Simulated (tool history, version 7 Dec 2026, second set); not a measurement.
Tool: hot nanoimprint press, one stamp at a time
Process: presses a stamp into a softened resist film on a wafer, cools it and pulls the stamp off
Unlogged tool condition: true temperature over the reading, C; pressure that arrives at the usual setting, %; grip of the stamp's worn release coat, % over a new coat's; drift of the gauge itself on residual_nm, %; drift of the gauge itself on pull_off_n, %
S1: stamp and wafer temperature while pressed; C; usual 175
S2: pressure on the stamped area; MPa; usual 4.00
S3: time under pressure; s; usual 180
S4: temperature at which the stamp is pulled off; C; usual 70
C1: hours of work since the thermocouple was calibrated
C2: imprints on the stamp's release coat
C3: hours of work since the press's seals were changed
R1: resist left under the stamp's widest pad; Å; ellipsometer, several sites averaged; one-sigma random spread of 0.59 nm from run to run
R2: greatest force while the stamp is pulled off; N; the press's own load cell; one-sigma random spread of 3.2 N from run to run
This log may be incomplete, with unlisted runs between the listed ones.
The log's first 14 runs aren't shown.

run 15 hour=327.3 | S1=175 S2=4.00 S3=96 S4=70 | C1=313 C2=477 C3=209 | R1=2570 R2=152
-- hour=345.2 stamp cleaned and given a new release coat
run 16 hour=354.6 | S1=175 S2=4.91 S3=180 S4=61 | C1=327 C2=47 C3=223 | R1=1930 R2=181
run 17 hour=369.3 | S1=175 S2=4.91 S3=180 S4=61 | C1=337 C2=119 C3=232 | R1=1931 R2=183
run 18 hour=382.0 | S1=171 S2=4.91 S3=103 S4=61 | C1=345 C2=181 C3=240 | R1=2562 R2=176
run 19 hour=396.6 | S1=175 S2=4.00 S3=180 S4=70 | C1=354 C2=252 C3=250 | R1=2130 R2=157
run 20 hour=407.5 | S1=175 S2=4.00 S3=180 S4=72 | C1=361 C2=306 C3=257 | R1=2129 R2=148
run 21 hour=424.4 | S1=178 S2=4.00 S3=180 S4=70 | C1=372 C2=389 C3=268 | R1=1983 R2=155
run 22 hour=445.8 | S1=170 S2=5.99 S3=178 S4=68 | C1=386 C2=494 C3=282 | R1=2034 R2=161
-- hour=460.1 stamp cleaned and given a new release coat
-- hour=462.5 gauge calibrated
run 23 hour=463.6 | S1=175 S2=4.00 S3=140 S4=61 | C1=393 C2=16 C3=289 | R1=2245 R2=181
run 24 hour=483.4 | S1=178 S2=3.05 S3=152 S4=64 | C1=406 C2=114 C3=302 | R1=2309 R2=174
-- hour=490.5 plate thermocouple calibrated
run 25 hour=498.9 | S1=178 S2=3.05 S3=152 S4=64 | C1=5 C2=175 C3=310 | R1=2311 R2=176
run 26 hour=515.8 | S1=169 S2=5.53 S3=244 S4=75 | C1=16 C2=258 C3=321 | R1=1905 R2=140
run 27 hour=538.8 | S1=175 S2=3.41 S3=130 S4=59 | C1=31 C2=371 C3=336 | R1=2477 R2=181
run 28 hour=564.5 | S1=175 S2=3.41 S3=130 S4=59 | C1=48 C2=497 C3=352 | R1=2468 R2=180
-- hour=578.0 stamp cleaned and given a new release coat
run 29 hour=586.2 | S1=175 S2=3.41 S3=130 S4=59 | C1=58 C2=40 C3=362 | R1=2473 R2=186
run 30 hour=606.4 | S1=175 S2=3.41 S3=130 S4=59 | C1=71 C2=139 C3=375 | R1=2499 R2=185

Branching from run 30: 3 alternative next runs. What would each branch give?
run A hour=629.4 | S1=175 S2=3.41 S3=110 S4=59 | C1=86 C2=252 C3=390 | R1=? R2=?
run B hour=629.4 | S1=175 S2=3.41 S3=130 S4=58 | C1=86 C2=252 C3=390 | R1=? R2=?
run C hour=629.4 | S1=175 S2=3.41 S3=130 S4=57 | C1=86 C2=252 C3=390 | R1=? R2=?

run=A R1=2604 R2=185
run=B R1=2485 R2=190
run=C R1=2479 R2=190
Without the tool's hidden state the same runs would have given:
run=A R1=2581 R2=184
run=B R1=2463 R2=190
run=C R1=2457 R2=189
